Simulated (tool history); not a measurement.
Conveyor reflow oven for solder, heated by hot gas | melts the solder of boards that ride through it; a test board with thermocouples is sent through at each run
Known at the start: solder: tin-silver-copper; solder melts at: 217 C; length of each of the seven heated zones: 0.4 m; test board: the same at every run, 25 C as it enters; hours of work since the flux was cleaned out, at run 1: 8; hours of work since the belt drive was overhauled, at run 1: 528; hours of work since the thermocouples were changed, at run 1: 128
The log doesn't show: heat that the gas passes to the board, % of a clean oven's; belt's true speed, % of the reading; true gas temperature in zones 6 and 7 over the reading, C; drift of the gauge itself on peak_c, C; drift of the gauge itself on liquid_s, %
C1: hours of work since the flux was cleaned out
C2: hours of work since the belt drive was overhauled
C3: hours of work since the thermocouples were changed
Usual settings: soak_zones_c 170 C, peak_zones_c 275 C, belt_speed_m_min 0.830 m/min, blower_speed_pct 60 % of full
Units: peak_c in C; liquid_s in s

Run 1, hour 0.0: usual settings; C1 8; C2 528; C3 128. Result: peak_c 258.86 C, liquid_s 46.25 s.
Run 2, hour 95.2: usual settings; C1 65; C2 585; C3 185. Result: peak_c 258.26 C, liquid_s 46.17 s.
Run 3, hour 166.0: usual settings; C1 107; C2 627; C3 227. Result: peak_c 258.15 C, liquid_s 46.05 s.
Run 4, hour 209.0: usual settings; C1 132; C2 653; C3 252. Result: peak_c 257.98 C, liquid_s 45.99 s.
At hour 262.0: flux residue cleaned out of gas plates and filters.
Run 5, hour 316.0: usual settings; C1 32; C2 713; C3 313. Result: peak_c 258.47 C, liquid_s 46.32 s.
Run 6, hour 405.5: usual settings but peak_zones_c 268 C; C1 85; C2 767; C3 366. Result: peak_c 251.87 C, liquid_s 43.13 s.
Run 7, hour 476.2: usual settings but peak_zones_c 265 C, belt_speed_m_min 0.946 m/min, blower_speed_pct 64 % of full; C1 127; C2 809; C3 409. Result: peak_c 245.73 C, liquid_s 33.88 s.
Run 8, hour 520.1: usual settings but peak_zones_c 265 C, belt_speed_m_min 0.946 m/min, blower_speed_pct 78 % of full; C1 154; C2 835; C3 435. Result: peak_c 248.45 C, liquid_s 36.05 s.
At hour 541.8: flux residue cleaned out of gas plates and filters.
Run 9, hour 617.6: usual settings but peak_zones_c 265 C, belt_speed_m_min 0.890 m/min, blower_speed_pct 58 % of full; C1 45; C2 890; C3 490. Result: peak_c 246.77 C, liquid_s 37.07 s.
Run 10, hour 683.0: usual settings but peak_zones_c 265 C, belt_speed_m_min 0.890 m/min, blower_speed_pct 79 % of full; C1 84; C2 929; C3 529. Result: peak_c 250.87 C, liquid_s 40.36 s.
Run 11, hour 745.5: usual settings but peak_zones_c 265 C, belt_speed_m_min 0.890 m/min, blower_speed_pct 79 % of full; C1 121; C2 966; C3 566. Result: peak_c 250.56 C, liquid_s 40.22 s.

5 ways to go on from here, each from the tool as it stands after run 11. What would each give?
At hour 755.7: thermocouples of zones 6 and 7 changed.
Run A, hour 801.8: usual settings but soak_zones_c 158 C; C1 154; C2 998; C3 27. Result: peak_c ?, liquid_s ?.
At hour 755.7: thermocouples of zones 6 and 7 changed.
Run B, hour 801.8: usual settings but soak_zones_c 175 C, belt_speed_m_min 0.879 m/min; C1 154; C2 998; C3 27. Result: peak_c ?, liquid_s ?.
At hour 755.7: thermocouples of zones 6 and 7 changed.
Run C, hour 801.8: usual settings but soak_zones_c 157 C, peak_zones_c 271 C, belt_speed_m_min 0.890 m/min, blower_speed_pct 79 % of full; C1 154; C2 998; C3 27. Result: peak_c ?, liquid_s ?.
At hour 755.7: thermocouples of zones 6 and 7 changed.
Run D, hour 801.8: usual settings but peak_zones_c 284 C, blower_speed_pct 80 % of full; C1 154; C2 998; C3 27. Result: peak_c ?, liquid_s ?.
At hour 755.7: thermocouples of zones 6 and 7 changed.
Run E, hour 801.8: usual settings but peak_zones_c 287 C, belt_speed_m_min 0.812 m/min, blower_speed_pct 79 % of full; C1 154; C2 998; C3 27. Result: peak_c ?, liquid_s ?.

run  peak_c  liquid_s
  A  256.66     42.97
  B  257.66     44.74
  C  254.68     39.27
  D  270.62     52.15
  E  273.92     54.28
Without the tool's hidden state the same runs would have given:
run  peak_c  liquid_s
  A  256.93     41.90
  B  257.92     43.61
  C  255.17     38.44
  D  271.09     50.85
  E  274.38     52.91
